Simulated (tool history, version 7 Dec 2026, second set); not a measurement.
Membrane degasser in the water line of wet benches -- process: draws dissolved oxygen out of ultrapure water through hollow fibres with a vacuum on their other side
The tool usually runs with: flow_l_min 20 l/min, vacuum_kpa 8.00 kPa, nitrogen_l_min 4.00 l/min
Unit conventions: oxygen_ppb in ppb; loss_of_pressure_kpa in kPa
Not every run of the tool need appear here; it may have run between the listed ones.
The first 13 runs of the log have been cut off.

run,day,flow_l_min,vacuum_kpa,nitrogen_l_min,hours since the membrane was changed,hours since the vacuum gauge was calibrated,hours since the vacuum lines were made tight,oxygen_ppb,loss_of_pressure_kpa
14,112.783,20,17.25,4.00,3912,2393,3516,182.6,62.66
15,121.146,20,17.25,4.00,4112,2593,3716,185.1,62.00
16,130.021,20,8.00,4.00,4325,2806,3929,75.1,61.64
17,141.038,20,8.00,11.58,4590,3071,4194,35.6,62.04
18,150.550,21,8.00,5.27,4818,3299,4422,64.3,65.29
19,161.825,15,8.00,4.00,5089,3570,4693,50.2,46.63
20,171.483,25,4.82,8.68,5320,3802,4924,49.0,77.38
21,178.338,25,4.82,8.68,5485,3966,5089,48.8,77.75
# day 181.408: seals of the vacuum lines changed
22,188.483,25,4.82,8.68,5726,4208,170,50.6,78.24
23,197.542,12,10.07,4.38,5944,4425,387,49.4,37.53
24,204.521,24,11.59,4.00,6111,4592,555,156.0,75.09
25,210.983,25,8.00,9.39,6266,4747,710,69.7,78.42
26,217.812,17,8.77,1.68,6430,4911,874,145.6,53.28
27,229.054,20,7.36,4.37,6700,5181,1143,64.5,63.01
28,239.175,14,11.05,3.12,6943,5424,1386,92.1,44.14
29,249.654,29,19.99,4.00,7195,5676,1638,347.8,90.88
30,258.525,29,5.30,4.00,7407,5889,1851,106.0,91.45
31,269.504,29,5.30,4.00,7671,6152,2114,108.4,91.33
32,279.179,15,12.20,4.00,7903,6384,2347,88.9,47.00

Predict each of these 4 candidate next runs independently; none follows another, all start after run 32:
A,285.067,17,18.13,2.92,8044,6526,2488,?,?
B,285.067,20,9.91,4.12,8044,6526,2488,?,?
C,285.067,27,8.00,4.00,8044,6526,2488,?,?
D,285.067,13,18.78,8.55,8044,6526,2488,?,?

run,oxygen_ppb,loss_of_pressure_kpa
A,217.9,53.48
B,97.7,63.35
C,135.2,85.40
D,62.3,41.02
Without the tool's hidden state the same runs would have given:
run,oxygen_ppb,loss_of_pressure_kpa
A,210.5,51.55
B,89.9,61.06
C,120.1,82.31
D,60.2,39.54
